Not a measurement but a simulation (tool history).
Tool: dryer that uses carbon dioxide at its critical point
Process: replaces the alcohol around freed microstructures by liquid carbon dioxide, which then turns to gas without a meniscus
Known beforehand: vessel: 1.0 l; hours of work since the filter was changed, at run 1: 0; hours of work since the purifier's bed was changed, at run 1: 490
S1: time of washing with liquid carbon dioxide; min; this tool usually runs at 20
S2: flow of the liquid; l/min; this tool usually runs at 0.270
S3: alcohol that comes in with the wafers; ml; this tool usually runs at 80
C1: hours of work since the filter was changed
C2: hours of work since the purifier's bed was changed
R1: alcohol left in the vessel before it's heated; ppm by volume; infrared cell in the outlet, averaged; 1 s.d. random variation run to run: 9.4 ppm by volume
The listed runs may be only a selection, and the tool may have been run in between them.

run 1 hour=0.0 | S1=20 S2=0.270 S3=80 | C1=0 C2=490 | R1=591
run 2 hour=52.3 | S1=20 S2=0.270 S3=80 | C1=20 C2=509 | R1=619
run 3 hour=93.0 | S1=20 S2=0.270 S3=80 | C1=35 C2=525 | R1=628
run 4 hour=141.6 | S1=20 S2=0.270 S3=80 | C1=54 C2=543 | R1=662
run 5 hour=182.0 | S1=20 S2=0.270 S3=80 | C1=69 C2=558 | R1=663
run 6 hour=226.8 | S1=20 S2=0.270 S3=80 | C1=86 C2=575 | R1=668
run 7 hour=260.6 | S1=20 S2=0.270 S3=80 | C1=99 C2=588 | R1=679
run 8 hour=319.8 | S1=20 S2=0.270 S3=80 | C1=121 C2=611 | R1=700
run 9 hour=356.1 | S1=20 S2=0.270 S3=80 | C1=135 C2=624 | R1=712
run 10 hour=383.9 | S1=20 S2=0.268 S3=80 | C1=145 C2=635 | R1=747
run 11 hour=433.7 | S1=20 S2=0.268 S3=80 | C1=164 C2=654 | R1=772
run 12 hour=492.6 | S1=15 S2=0.412 S3=32 | C1=186 C2=676 | R1=242
run 13 hour=518.7 | S1=23 S2=0.367 S3=41 | C1=196 C2=686 | R1=125
-- hour=560.7 inlet filter changed
run 14 hour=560.7 | S1=23 S2=0.218 S3=64 | C1=0 C2=701 | R1=691
run 15 hour=614.3 | S1=16 S2=0.401 S3=80 | C1=20 C2=722 | R1=316

The same runs without the tool's hidden state, with the same run-to-run variation:
The hidden state here: flow that reaches the vessel past the clogged filter, %; alcohol in the recycled carbon dioxide, ppm; drift of the gauge itself on alcohol_ppm, %.
run=1 R1=520
run=2 R1=532
run=3 R1=528
run=4 R1=546
run=5 R1=535
run=6 R1=528
run=7 R1=529
run=8 R1=533
run=9 R1=530
run=10 R1=552
run=11 R1=558
run=12 R1=114
run=13 R1=19
run=14 R1=585
run=15 R1=204

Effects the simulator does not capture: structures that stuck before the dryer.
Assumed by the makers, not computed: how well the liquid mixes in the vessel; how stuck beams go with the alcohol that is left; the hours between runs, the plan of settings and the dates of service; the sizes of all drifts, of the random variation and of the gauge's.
